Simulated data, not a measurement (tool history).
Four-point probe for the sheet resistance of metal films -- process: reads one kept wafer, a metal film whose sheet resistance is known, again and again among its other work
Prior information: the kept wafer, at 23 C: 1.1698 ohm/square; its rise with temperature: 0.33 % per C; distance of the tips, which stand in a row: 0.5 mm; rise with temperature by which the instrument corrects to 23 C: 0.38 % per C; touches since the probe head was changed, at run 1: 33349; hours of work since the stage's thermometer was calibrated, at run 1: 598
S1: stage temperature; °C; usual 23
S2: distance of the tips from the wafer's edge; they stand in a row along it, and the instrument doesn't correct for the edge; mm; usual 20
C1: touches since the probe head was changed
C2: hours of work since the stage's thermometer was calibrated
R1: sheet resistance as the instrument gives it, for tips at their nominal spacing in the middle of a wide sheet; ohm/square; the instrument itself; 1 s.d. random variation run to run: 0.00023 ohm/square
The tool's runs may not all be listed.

run    hour  S1  S2     C1    C2        R1
  1       0  23  20  33349   598  1.177794
  2    35.8  23  20  34181   613  1.178327
  3    79.3  23   8  35191   631  1.180042
  4   123.2  23  20  36211   650  1.177895
  5   161.5  23  20  37099   666   1.17824
  6   202.6  24  20  38054   683  1.177771
  7   265.8  24  20  39521   709  1.177717
  8   306.9  24  20  40476   726  1.177781
  9   358.6  33  20  41678   748  1.173778
 10   419.2  33  20  43085   773  1.173449
 11     456  33  20  43939   788  1.173864
 12     485  33  20  44612   800  1.173678
 13     544  33  20  45982   825  1.173935
 14     581  33  20  46841   840  1.173863
 15   640.9  23  58  48233   865  1.179627
 16   673.8  23  58  48996   879  1.179122
 17     721  23  58  50093   899  1.179445
 18   779.3  23   4  51447   923  1.189522
 19   826.4  20   3  52541   943  1.198624
 20   859.4  20   3  53306   956  1.198729
 21   908.8  27   3  54454   977  1.195354
 22   976.5  27   3  56026  1005  1.195097
 23  1024.5  22  25  57140  1025  1.180653
     1029.8  -- stage's thermometer calibrated
 24  1088.9  20   3  58625    25  1.199811
 25  1145.6  31   6  59942    48  1.181084
 26  1194.2  23   6  61069    68  1.184863
     1218.9  -- stage's thermometer calibrated, once more
 27  1253.8  21  62  62442    15  1.180329
 28  1293.1  21  62  63354    31   1.18022
 29  1333.6  34   6  64295    48  1.178172
 30  1390.5  23   8  65617    72  1.181892
 31  1425.5  28   8  66428    86  1.179576

What will run 32 give?
 32  1467.2  25  29  67397  103   ?

Run 32 yielded R1 1.178603 ohm/square.
With no hidden state in the tool, this same run would have given R1 1.168632 ohm/square.
